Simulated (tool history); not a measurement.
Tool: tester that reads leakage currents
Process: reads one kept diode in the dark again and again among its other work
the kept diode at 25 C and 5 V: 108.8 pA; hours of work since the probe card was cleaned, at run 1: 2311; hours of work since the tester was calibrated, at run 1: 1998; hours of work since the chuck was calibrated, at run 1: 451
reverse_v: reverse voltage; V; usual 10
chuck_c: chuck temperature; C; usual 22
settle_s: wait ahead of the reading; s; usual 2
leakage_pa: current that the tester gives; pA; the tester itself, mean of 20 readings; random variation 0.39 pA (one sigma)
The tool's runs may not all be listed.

run,hour,reverse_v,chuck_c,settle_s,hours of work since the probe card was cleaned,hours of work since the tester was calibrated,hours of work since the chuck was calibrated,leakage_pa
1,0,10,22,2,2311,1998,451,128.35
2,36.9,10,26,2,2337,2025,477,179.28
3,103.6,10,26,2,2386,2073,526,178.59
# hour 123.7: chuck's temperature calibrated
4,148.1,18.5,26,2,2417,2104,18,256.51
5,203.4,10,27,2,2457,2144,58,194.32
6,243.7,10,27,2,2486,2173,87,194.38
7,305.1,10,27,2,2530,2218,131,193.88
8,369.4,10,27,2,2577,2264,178,194.72
9,430.9,10,27,2,2621,2309,223,194.19
# hour 462.4: probe card cleaned and baked
10,497.8,10,27,2,26,2355,269,193.71
11,530.3,10,27,2,49,2379,292,193.88
12,587.2,10,27,2,90,2420,334,194.49
13,649.5,10,27,2,136,2465,379,193.51
14,682.5,10,27,2,159,2489,403,194.59
15,714.6,10,27,2,183,2512,426,194.06
16,761.9,10,27,2,217,2546,460,194.93
17,823.2,10,22,0.98,261,2591,505,127.7
18,854.3,10,22,0.98,284,2613,527,128.52
# hour 872.7: chuck's temperature calibrated
19,923,10,22,0.98,332,2662,36,128.14
20,971.2,10,28,0.98,367,2697,71,211.66
21,1032.9,10.5,22,2,412,2741,116,131.02
22,1061.3,10.5,22,2,432,2762,137,131.14
23,1090,10.5,22,2,453,2783,158,131.4
24,1140.8,10,34,1.04,490,2820,194,343.01
25,1203.7,10,34,1.04,536,2865,240,345.7
26,1257.5,2.4,42,0.54,575,2904,279,277.91
27,1288,2.4,42,0.54,597,2926,301,277.52
28,1333.9,2.4,21,4.89,630,2959,334,50.27
# hour 1352.8: tester calibrated
29,1374.3,2.4,21,4.89,658,16,362,50.16
30,1423.4,1.8,26,3.92,693,51,398,65.4
31,1463.9,1.8,26,3.92,723,81,427,64.98
32,1527.6,2.7,21,1.09,769,127,473,54.41
33,1588.2,2.7,21,1.09,813,171,517,54.37
# hour 1622.4: chuck's temperature calibrated
34,1641.3,2.7,21,1.09,850,208,14,54.49
35,1669.2,16.7,47,2.54,870,228,34,1249.43
36,1711.4,16.7,47,2.54,901,258,65,1257.29
37,1779.1,16.7,47,2.54,950,307,114,1253.66
38,1806.8,5.3,50,0.66,970,327,134,791.33
39,1839,1.1,22,2,993,351,157,34.82
40,1893.1,1.1,22,2,1032,390,196,34.84
41,1957.2,10,21,1.01,1079,436,243,117.35

How the hidden state differs across the entries between the runs, from the last listed run before each to the first after it:
Between runs 3 and 4: chuck's temperature calibrated (hour 123.7)
  true chuck temperature over the reading, C: -0.01 -> 0
Between runs 9 and 10: probe card cleaned and baked (hour 462.4)
  stray current of the dirty probe card, pA a volt: 0.035 -> 0.02
Between runs 18 and 19: chuck's temperature calibrated (hour 872.7)
  true chuck temperature over the reading, C: -0.01 -> 0
Between runs 28 and 29: tester calibrated (hour 1352.8)
  current scale over the true one, %: 0.02 -> 0
Between runs 33 and 34: chuck's temperature calibrated (hour 1622.4)
  true chuck temperature over the reading, C: -0.01 -> 0

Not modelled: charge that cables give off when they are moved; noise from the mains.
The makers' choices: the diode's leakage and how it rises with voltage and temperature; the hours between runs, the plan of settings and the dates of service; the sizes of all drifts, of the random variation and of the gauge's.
